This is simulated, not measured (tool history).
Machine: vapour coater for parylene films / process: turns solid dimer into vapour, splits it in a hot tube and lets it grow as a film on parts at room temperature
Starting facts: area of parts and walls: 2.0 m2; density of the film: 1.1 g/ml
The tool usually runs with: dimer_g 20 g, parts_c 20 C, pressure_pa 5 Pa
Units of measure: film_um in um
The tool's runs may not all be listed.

Run 1, hour 0: usual settings. Result: film_um 5.78 um.
Run 2, hour 54.5: usual settings but parts_c 27 C. Result: film_um 4.44 um.
Run 3, hour 80.1: usual settings but pressure_pa 2.2 Pa. Result: film_um 6.2 um.
Run 4, hour 105.7: usual settings but dimer_g 12 g, pressure_pa 2.2 Pa. Result: film_um 3.73 um.
Run 5, hour 157.1: usual settings but dimer_g 8 g. Result: film_um 2.36 um.
Run 6, hour 202.8: usual settings but dimer_g 8 g. Result: film_um 2.31 um.
Run 7, hour 248.4: usual settings but dimer_g 8 g. Result: film_um 2.38 um.
Run 8, hour 279.9: usual settings but dimer_g 11 g, pressure_pa 3.06 Pa. Result: film_um 3.33 um.
Run 9, hour 317.3: usual settings but dimer_g 18 g, parts_c 15 C, pressure_pa 5.02 Pa. Result: film_um 6.34 um.
Run 10, hour 359.7: usual settings but dimer_g 29 g, parts_c 27 C, pressure_pa 9.47 Pa. Result: film_um 6.18 um.
Run 11, hour 408: usual settings but dimer_g 29 g, parts_c 17 C, pressure_pa 9.47 Pa. Result: film_um 9.08 um.
Run 12, hour 443.1: usual settings but dimer_g 29 g, parts_c 17 C, pressure_pa 9.47 Pa. Result: film_um 9.09 um.
Run 13, hour 496.8: usual settings but dimer_g 35 g, parts_c 24 C. Result: film_um 8.76 um.
Run 14, hour 550.8: usual settings but dimer_g 17 g, parts_c 19 C, pressure_pa 3.57 Pa. Result: film_um 5.32 um.

Taken out of this log: 1 entry between the listed runs. Where each belongs, and how the hidden state differs across it:
Logged between run 5 and run 6: table's thermometer calibrated (hour 202.8)
  vapour lost through the trap's worn valve, %: 0.1 -> 0.2; true temperature of the parts over the reading, C: 0.04 -> 0
